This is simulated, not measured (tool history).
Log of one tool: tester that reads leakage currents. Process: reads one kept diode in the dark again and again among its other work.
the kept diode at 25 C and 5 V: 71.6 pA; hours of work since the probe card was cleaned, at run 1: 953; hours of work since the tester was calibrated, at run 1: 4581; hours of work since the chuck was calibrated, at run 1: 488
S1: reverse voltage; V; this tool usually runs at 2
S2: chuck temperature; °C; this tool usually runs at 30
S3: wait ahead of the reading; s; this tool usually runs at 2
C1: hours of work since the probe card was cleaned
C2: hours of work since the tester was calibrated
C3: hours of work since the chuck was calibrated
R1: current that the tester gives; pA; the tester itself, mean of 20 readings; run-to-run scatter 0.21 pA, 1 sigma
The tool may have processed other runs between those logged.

run 1 hour=0 | S1=2 S2=30 S3=2 | C1=953 C2=4581 C3=488 | R1=77.86
run 2 hour=155.8 | S1=2 S2=30 S3=2 | C1=1045 C2=4674 C3=581 | R1=79.13
run 3 hour=311 | S1=2 S2=30 S3=2 | C1=1138 C2=4767 C3=674 | R1=80.34
-- hour=355.8 probe card cleaned and baked
-- hour=371.9 tester calibrated
run 4 hour=410.2 | S1=2 S2=52 S3=2 | C1=31 C2=23 C3=730 | R1=474.5
run 5 hour=591.6 | S1=2 S2=52 S3=2 | C1=139 C2=131 C3=838 | R1=482.37
run 6 hour=759.6 | S1=2 S2=52 S3=2 | C1=240 C2=231 C3=938 | R1=486.24

Forecast run 7:
run 7 hour=849.3 | S1=2 S2=52 S3=2 | C1=293 C2=285 C3=992 | R1=?

R1: 489.41 pA
With the hidden condition absent and the run-to-run variation left alone, this run would have shown R1 423.15 pA.

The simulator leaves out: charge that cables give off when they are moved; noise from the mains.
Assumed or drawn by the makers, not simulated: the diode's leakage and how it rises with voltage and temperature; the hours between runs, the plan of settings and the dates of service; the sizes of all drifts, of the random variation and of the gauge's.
